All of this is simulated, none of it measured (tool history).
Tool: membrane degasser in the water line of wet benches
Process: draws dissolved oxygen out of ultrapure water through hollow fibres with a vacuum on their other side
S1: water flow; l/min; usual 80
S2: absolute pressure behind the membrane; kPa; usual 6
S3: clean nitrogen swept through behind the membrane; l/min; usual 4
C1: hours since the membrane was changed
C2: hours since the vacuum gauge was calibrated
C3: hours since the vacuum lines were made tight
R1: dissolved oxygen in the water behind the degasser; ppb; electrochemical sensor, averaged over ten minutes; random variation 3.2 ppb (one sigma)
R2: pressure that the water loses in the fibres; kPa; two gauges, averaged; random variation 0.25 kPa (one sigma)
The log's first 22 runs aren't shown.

{"run": 23, "hour": 1223.3, "S1": 64, "S2": 8.17, "S3": 2.53, "C1": 3491, "C2": 4524, "C3": 4242, "R1": 395.6, "R2": 55.49}
{"run": 24, "hour": 1267.4, "S1": 64, "S2": 8.17, "S3": 2.53, "C1": 3535, "C2": 4569, "C3": 4286, "R1": 402.2, "R2": 55.59}
{"run": 25, "hour": 1296.0, "S1": 71, "S2": 9.12, "S3": 4, "C1": 3563, "C2": 4597, "C3": 4315, "R1": 401.3, "R2": 61.58}
{"run": 26, "hour": 1326.7, "S1": 71, "S2": 9.12, "S3": 4, "C1": 3594, "C2": 4628, "C3": 4346, "R1": 404.3, "R2": 61.91}
{"hour": 1381.9, "done": "seals of the vacuum lines changed"}
{"run": 27, "hour": 1389.5, "S1": 71, "S2": 9.12, "S3": 4, "C1": 3655, "C2": 4689, "C3": 8, "R1": 402.6, "R2": 61.95}
{"run": 28, "hour": 1424.3, "S1": 71, "S2": 9.12, "S3": 4, "C1": 3690, "C2": 4723, "C3": 42, "R1": 397.7, "R2": 62.23}
{"run": 29, "hour": 1458.1, "S1": 64, "S2": 3.69, "S3": 3.73, "C1": 3724, "C2": 4757, "C3": 76, "R1": 151.6, "R2": 55.64}
{"run": 30, "hour": 1506.2, "S1": 64, "S2": 3.69, "S3": 3.73, "C1": 3772, "C2": 4805, "C3": 124, "R1": 152.3, "R2": 55.87}
{"run": 31, "hour": 1552.2, "S1": 109, "S2": 5.1, "S3": 2.67, "C1": 3818, "C2": 4851, "C3": 170, "R1": 666, "R2": 95.17}
{"run": 32, "hour": 1594.7, "S1": 80, "S2": 6, "S3": 3.49, "C1": 3860, "C2": 4894, "C3": 213, "R1": 384.4, "R2": 69.84}

Forecast each of these 3 alternatives for the next run:
{"run": "A", "hour": 1635.3, "S1": 80, "S2": 6, "S3": 1.74, "C1": 3901, "C2": 4934, "C3": 253, "R1": "?", "R2": "?"}
{"run": "B", "hour": 1635.3, "S1": 103, "S2": 6, "S3": 8.09, "C1": 3901, "C2": 4934, "C3": 253, "R1": "?", "R2": "?"}
{"run": "C", "hour": 1635.3, "S1": 48, "S2": 4.69, "S3": 1.82, "C1": 3901, "C2": 4934, "C3": 253, "R1": "?", "R2": "?"}

run=A R1=506.7 R2=69.78
run=B R1=535.2 R2=90.24
run=C R1=151.7 R2=42.12
Without the tool's hidden state the same runs would have given:
run=A R1=436.1 R2=67.4
run=B R1=477.5 R2=87.16
run=C R1=114.7 R2=40.7
